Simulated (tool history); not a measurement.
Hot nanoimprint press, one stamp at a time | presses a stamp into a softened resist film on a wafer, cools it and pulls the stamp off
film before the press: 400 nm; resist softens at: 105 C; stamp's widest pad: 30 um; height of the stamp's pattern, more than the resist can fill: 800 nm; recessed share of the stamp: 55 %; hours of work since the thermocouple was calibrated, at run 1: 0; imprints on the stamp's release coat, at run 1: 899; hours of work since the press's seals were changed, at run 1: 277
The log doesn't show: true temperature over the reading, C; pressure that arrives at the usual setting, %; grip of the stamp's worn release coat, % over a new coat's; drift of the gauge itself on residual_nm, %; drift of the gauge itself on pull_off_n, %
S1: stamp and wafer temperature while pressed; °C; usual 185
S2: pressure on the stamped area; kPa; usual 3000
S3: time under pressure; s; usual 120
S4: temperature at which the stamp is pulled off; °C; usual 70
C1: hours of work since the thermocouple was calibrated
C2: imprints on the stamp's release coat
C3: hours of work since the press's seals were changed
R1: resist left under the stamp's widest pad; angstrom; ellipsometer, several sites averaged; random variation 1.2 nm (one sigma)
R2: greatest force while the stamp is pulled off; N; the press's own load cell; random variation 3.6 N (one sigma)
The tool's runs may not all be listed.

Run 1, hour 0.0: usual settings; C1 0; C2 899; C3 277. Result: R1 1792 angstrom, R2 171 N.
Run 2, hour 35.6: usual settings; C1 18; C2 1012; C3 295. Result: R1 1776 angstrom, R2 172 N.
Run 3, hour 75.3: usual settings; C1 38; C2 1137; C3 315. Result: R1 1807 angstrom, R2 172 N.
Run 4, hour 102.4: usual settings; C1 52; C2 1223; C3 329. Result: R1 1800 angstrom, R2 169 N.
Run 5, hour 157.1: usual settings; C1 80; C2 1397; C3 357. Result: R1 1824 angstrom, R2 173 N.
Run 6, hour 184.3: usual settings; C1 94; C2 1483; C3 370. Result: R1 1789 angstrom, R2 175 N.
Run 7, hour 214.6: usual settings but S4 71 °C; C1 109; C2 1579; C3 386. Result: R1 1805 angstrom, R2 172 N.
Run 8, hour 246.6: usual settings but S1 180 °C, S4 71 °C; C1 125; C2 1681; C3 402. Result: R1 2181 angstrom, R2 166 N.
Run 9, hour 299.2: usual settings but S1 180 °C, S4 71 °C; C1 152; C2 1847; C3 429. Result: R1 2221 angstrom, R2 166 N.
Run 10, hour 333.7: usual settings but S1 180 °C, S4 71 °C; C1 170; C2 1957; C3 446. Result: R1 2211 angstrom, R2 172 N.
At hour 353.3: stamp cleaned and given a new release coat.
Run 11, hour 403.2: usual settings; C1 202; C2 158; C3 479. Result: R1 1775 angstrom, R2 168 N.
Run 12, hour 460.4: usual settings; C1 231; C2 339; C3 508. Result: R1 1793 angstrom, R2 172 N.
Run 13, hour 500.8: usual settings but S1 178 °C; C1 252; C2 467; C3 528. Result: R1 2364 angstrom, R2 171 N.
At hour 543.8: plate thermocouple calibrated.
Run 14, hour 559.0: usual settings but S2 2120 kPa; C1 8; C2 642; C3 556. Result: R1 2028 angstrom, R2 173 N.
Run 15, hour 588.0: usual settings; C1 22; C2 734; C3 571. Result: R1 1795 angstrom, R2 166 N.
Run 16, hour 637.6: usual settings but S1 181 °C, S2 3310 kPa, S3 165 s, S4 76 °C; C1 48; C2 892; C3 596. Result: R1 1797 angstrom, R2 156 N.
Run 17, hour 681.5: usual settings but S1 193 °C, S2 4620 kPa, S3 90 s, S4 59 °C; C1 70; C2 1031; C3 619. Result: R1 1180 angstrom, R2 197 N.
Run 18, hour 744.4: usual settings but S1 193 °C, S2 4620 kPa, S3 90 s, S4 59 °C; C1 102; C2 1230; C3 651. Result: R1 1180 angstrom, R2 191 N.
Run 19, hour 796.7: usual settings but S1 191 °C, S2 4620 kPa, S3 90 s, S4 60 °C; C1 129; C2 1396; C3 677. Result: R1 1276 angstrom, R2 192 N.
Run 20, hour 828.8: usual settings but S2 3340 kPa, S4 62 °C; C1 145; C2 1498; C3 694. Result: R1 1726 angstrom, R2 193 N.
Run 21, hour 887.1: usual settings but S2 3340 kPa, S4 62 °C; C1 175; C2 1683; C3 723. Result: R1 1729 angstrom, R2 194 N.
Run 22, hour 928.6: usual settings but S1 177 °C, S2 4350 kPa, S4 60 °C; C1 196; C2 1814; C3 744. Result: R1 2159 angstrom, R2 194 N.
Run 23, hour 957.8: usual settings but S1 177 °C, S2 2050 kPa, S4 75 °C; C1 211; C2 1907; C3 759. Result: R1 2790 angstrom, R2 162 N.
Run 24, hour 983.9: usual settings but S1 197 °C, S3 108 s, S4 59 °C; C1 224; C2 1990; C3 772. Result: R1 1116 angstrom, R2 196 N.
At hour 995.3: stamp cleaned and given a new release coat.
Run 25, hour 1040.6: usual settings but S1 197 °C, S2 1890 kPa, S3 108 s, S4 58 °C; C1 250; C2 143; C3 798. Result: R1 1413 angstrom, R2 199 N.
At hour 1086.5: plate thermocouple calibrated.
Run 26, hour 1104.5: usual settings but S1 197 °C, S2 1890 kPa, S3 108 s, S4 58 °C; C1 9; C2 336; C3 829. Result: R1 1391 angstrom, R2 195 N.
Run 27, hour 1148.0: usual settings but S1 197 °C, S2 1890 kPa, S3 108 s, S4 58 °C; C1 31; C2 474; C3 851. Result: R1 1398 angstrom, R2 199 N.
Run 28, hour 1209.5: usual settings but S1 197 °C, S2 1890 kPa, S3 108 s, S4 64 °C; C1 63; C2 670; C3 883. Result: R1 1415 angstrom, R2 184 N.
At hour 1236.5: press's hydraulic seals changed and the load cell set to zero.
Run 29, hour 1261.8: usual settings but S1 197 °C, S2 4360 kPa, S3 89 s, S4 64 °C; C1 85; C2 810; C3 13. Result: R1 1031 angstrom, R2 189 N.

Hidden state at the last listed run before each entry between runs and at the first one after, where it differs:
Between runs 10 and 11: stamp cleaned and given a new release coat (hour 353.3)
  true temperature over the reading, C: -0.02 -> -0.03; pressure that arrives at the usual setting, %: 99.94 -> 99.93; grip of the stamp's worn release coat, % over a new coat's: 0.6 -> 0
Between runs 13 and 14: plate thermocouple calibrated (hour 543.8)
  true temperature over the reading, C: -0.03 -> 0; grip of the stamp's worn release coat, % over a new coat's: 0.1 -> 0.2
Between runs 24 and 25: stamp cleaned and given a new release coat (hour 995.3)
  true temperature over the reading, C: -0.02 -> -0.03; grip of the stamp's worn release coat, % over a new coat's: 0.6 -> 0
Between runs 25 and 26: plate thermocouple calibrated (hour 1086.5)
  true temperature over the reading, C: -0.03 -> -0.01; pressure that arrives at the usual setting, %: 99.89 -> 99.88; grip of the stamp's worn release coat, % over a new coat's: 0 -> 0.1
Between runs 28 and 29: press's hydraulic seals changed and the load cell set to zero (hour 1236.5)
  pressure that arrives at the usual setting, %: 99.88 -> 99.99

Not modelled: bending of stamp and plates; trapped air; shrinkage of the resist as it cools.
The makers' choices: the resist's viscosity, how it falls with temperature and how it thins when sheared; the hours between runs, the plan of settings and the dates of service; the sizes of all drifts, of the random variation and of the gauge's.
